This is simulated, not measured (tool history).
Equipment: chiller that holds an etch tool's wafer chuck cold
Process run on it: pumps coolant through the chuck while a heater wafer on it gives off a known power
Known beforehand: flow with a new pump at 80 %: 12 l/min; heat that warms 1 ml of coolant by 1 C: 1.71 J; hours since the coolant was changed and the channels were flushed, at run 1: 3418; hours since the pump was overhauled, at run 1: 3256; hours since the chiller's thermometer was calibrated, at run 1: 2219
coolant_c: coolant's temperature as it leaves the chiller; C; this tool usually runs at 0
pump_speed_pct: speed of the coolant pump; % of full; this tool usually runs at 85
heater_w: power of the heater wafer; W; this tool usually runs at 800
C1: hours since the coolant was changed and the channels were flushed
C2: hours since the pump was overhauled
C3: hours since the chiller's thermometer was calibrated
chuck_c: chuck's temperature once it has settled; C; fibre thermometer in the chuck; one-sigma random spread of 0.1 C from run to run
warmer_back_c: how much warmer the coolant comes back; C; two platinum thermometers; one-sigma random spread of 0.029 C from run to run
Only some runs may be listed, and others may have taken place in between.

{"run": 1, "hour": 0.0, "coolant_c": 0, "pump_speed_pct": 85, "heater_w": 800, "C1": 3418, "C2": 3256, "C3": 2219, "chuck_c": 8.9, "warmer_back_c": 2.36}
{"run": 2, "hour": 116.0, "coolant_c": 0, "pump_speed_pct": 85, "heater_w": 800, "C1": 3534, "C2": 3372, "C3": 2335, "chuck_c": 8.8, "warmer_back_c": 2.39}
{"run": 3, "hour": 186.6, "coolant_c": 0, "pump_speed_pct": 85, "heater_w": 800, "C1": 3605, "C2": 3443, "C3": 2405, "chuck_c": 9.0, "warmer_back_c": 2.38}
{"run": 4, "hour": 337.9, "coolant_c": 0, "pump_speed_pct": 85, "heater_w": 800, "C1": 3756, "C2": 3594, "C3": 2557, "chuck_c": 9.0, "warmer_back_c": 2.38}
{"run": 5, "hour": 462.6, "coolant_c": 0, "pump_speed_pct": 85, "heater_w": 800, "C1": 3881, "C2": 3719, "C3": 2681, "chuck_c": 9.0, "warmer_back_c": 2.37}
{"run": 6, "hour": 603.9, "coolant_c": 5, "pump_speed_pct": 85, "heater_w": 800, "C1": 4022, "C2": 3860, "C3": 2823, "chuck_c": 14.0, "warmer_back_c": 2.39}
{"run": 7, "hour": 689.9, "coolant_c": 5, "pump_speed_pct": 85, "heater_w": 800, "C1": 4108, "C2": 3946, "C3": 2909, "chuck_c": 14.2, "warmer_back_c": 2.4}
{"run": 8, "hour": 828.0, "coolant_c": 0, "pump_speed_pct": 63, "heater_w": 800, "C1": 4246, "C2": 4084, "C3": 3047, "chuck_c": 11.5, "warmer_back_c": 3.21}
{"run": 9, "hour": 924.1, "coolant_c": 0, "pump_speed_pct": 85, "heater_w": 800, "C1": 4342, "C2": 4180, "C3": 3143, "chuck_c": 9.3, "warmer_back_c": 2.43}
{"run": 10, "hour": 1054.7, "coolant_c": 0, "pump_speed_pct": 85, "heater_w": 800, "C1": 4473, "C2": 4311, "C3": 3273, "chuck_c": 9.3, "warmer_back_c": 2.44}
{"run": 11, "hour": 1184.9, "coolant_c": 0, "pump_speed_pct": 85, "heater_w": 800, "C1": 4603, "C2": 4441, "C3": 3404, "chuck_c": 9.3, "warmer_back_c": 2.45}
{"run": 12, "hour": 1288.3, "coolant_c": 0, "pump_speed_pct": 85, "heater_w": 800, "C1": 4706, "C2": 4544, "C3": 3507, "chuck_c": 9.4, "warmer_back_c": 2.46}
{"run": 13, "hour": 1404.3, "coolant_c": 0, "pump_speed_pct": 85, "heater_w": 800, "C1": 4822, "C2": 4660, "C3": 3623, "chuck_c": 9.5, "warmer_back_c": 2.49}
{"run": 14, "hour": 1537.3, "coolant_c": 0, "pump_speed_pct": 85, "heater_w": 800, "C1": 4955, "C2": 4793, "C3": 3756, "chuck_c": 9.6, "warmer_back_c": 2.45}
{"hour": 1675.5, "done": "coolant changed, channels flushed"}
{"run": 15, "hour": 1684.2, "coolant_c": 0, "pump_speed_pct": 85, "heater_w": 800, "C1": 9, "C2": 4934, "C3": 3897, "chuck_c": 8.5, "warmer_back_c": 2.48}
{"run": 16, "hour": 1844.7, "coolant_c": 0, "pump_speed_pct": 77, "heater_w": 644, "C1": 169, "C2": 5095, "C3": 4057, "chuck_c": 7.6, "warmer_back_c": 2.18}
{"run": 17, "hour": 1993.9, "coolant_c": 0, "pump_speed_pct": 77, "heater_w": 644, "C1": 318, "C2": 5244, "C3": 4207, "chuck_c": 7.6, "warmer_back_c": 2.18}
{"run": 18, "hour": 2119.1, "coolant_c": -6, "pump_speed_pct": 96, "heater_w": 936, "C1": 444, "C2": 5369, "C3": 4332, "chuck_c": 3.3, "warmer_back_c": 2.59}
{"run": 19, "hour": 2185.6, "coolant_c": -4, "pump_speed_pct": 96, "heater_w": 936, "C1": 510, "C2": 5436, "C3": 4398, "chuck_c": 5.2, "warmer_back_c": 2.56}
{"run": 20, "hour": 2322.7, "coolant_c": -4, "pump_speed_pct": 96, "heater_w": 474, "C1": 647, "C2": 5573, "C3": 4535, "chuck_c": 0.9, "warmer_back_c": 1.29}
{"run": 21, "hour": 2424.1, "coolant_c": -2, "pump_speed_pct": 83, "heater_w": 493, "C1": 749, "C2": 5674, "C3": 4637, "chuck_c": 3.8, "warmer_back_c": 1.59}
{"run": 22, "hour": 2502.1, "coolant_c": 0, "pump_speed_pct": 75, "heater_w": 800, "C1": 827, "C2": 5752, "C3": 4715, "chuck_c": 9.7, "warmer_back_c": 2.82}
{"run": 23, "hour": 2572.7, "coolant_c": 1, "pump_speed_pct": 85, "heater_w": 800, "C1": 897, "C2": 5823, "C3": 4785, "chuck_c": 9.7, "warmer_back_c": 2.54}
{"run": 24, "hour": 2649.1, "coolant_c": 1, "pump_speed_pct": 85, "heater_w": 800, "C1": 974, "C2": 5899, "C3": 4862, "chuck_c": 9.9, "warmer_back_c": 2.53}
{"run": 25, "hour": 2756.0, "coolant_c": 0, "pump_speed_pct": 66, "heater_w": 1162, "C1": 1081, "C2": 6006, "C3": 4969, "chuck_c": 15.6, "warmer_back_c": 4.59}
{"run": 26, "hour": 2880.7, "coolant_c": 10, "pump_speed_pct": 79, "heater_w": 800, "C1": 1205, "C2": 6131, "C3": 5093, "chuck_c": 19.3, "warmer_back_c": 2.69}
{"run": 27, "hour": 3035.4, "coolant_c": -1, "pump_speed_pct": 85, "heater_w": 800, "C1": 1360, "C2": 6285, "C3": 5248, "chuck_c": 8.0, "warmer_back_c": 2.53}
{"run": 28, "hour": 3108.0, "coolant_c": -1, "pump_speed_pct": 85, "heater_w": 800, "C1": 1433, "C2": 6358, "C3": 5321, "chuck_c": 8.1, "warmer_back_c": 2.54}
{"run": 29, "hour": 3207.0, "coolant_c": -4, "pump_speed_pct": 99, "heater_w": 462, "C1": 1532, "C2": 6457, "C3": 5420, "chuck_c": 0.9, "warmer_back_c": 1.25}

3 ways to go on from here, each from the tool as it stands after run 29. What would each give?
{"run": "A", "hour": 3327.3, "coolant_c": 2, "pump_speed_pct": 81, "heater_w": 462, "C1": 1652, "C2": 6577, "C3": 5540, "chuck_c": "?", "warmer_back_c": "?"}
{"run": "B", "hour": 3327.3, "coolant_c": -4, "pump_speed_pct": 99, "heater_w": 807, "C1": 1652, "C2": 6577, "C3": 5540, "chuck_c": "?", "warmer_back_c": "?"}
{"run": "C", "hour": 3327.3, "coolant_c": 2, "pump_speed_pct": 85, "heater_w": 800, "C1": 1652, "C2": 6577, "C3": 5540, "chuck_c": "?", "warmer_back_c": "?"}

run=A chuck_c=7.6 warmer_back_c=1.55
run=B chuck_c=4.2 warmer_back_c=2.23
run=C chuck_c=11.4 warmer_back_c=2.50
Stripped of hidden state, with their random variation kept, the same runs would have yielded:
run=A chuck_c=6.5 warmer_back_c=1.35
run=B chuck_c=2.6 warmer_back_c=1.94
run=C chuck_c=9.7 warmer_back_c=2.17
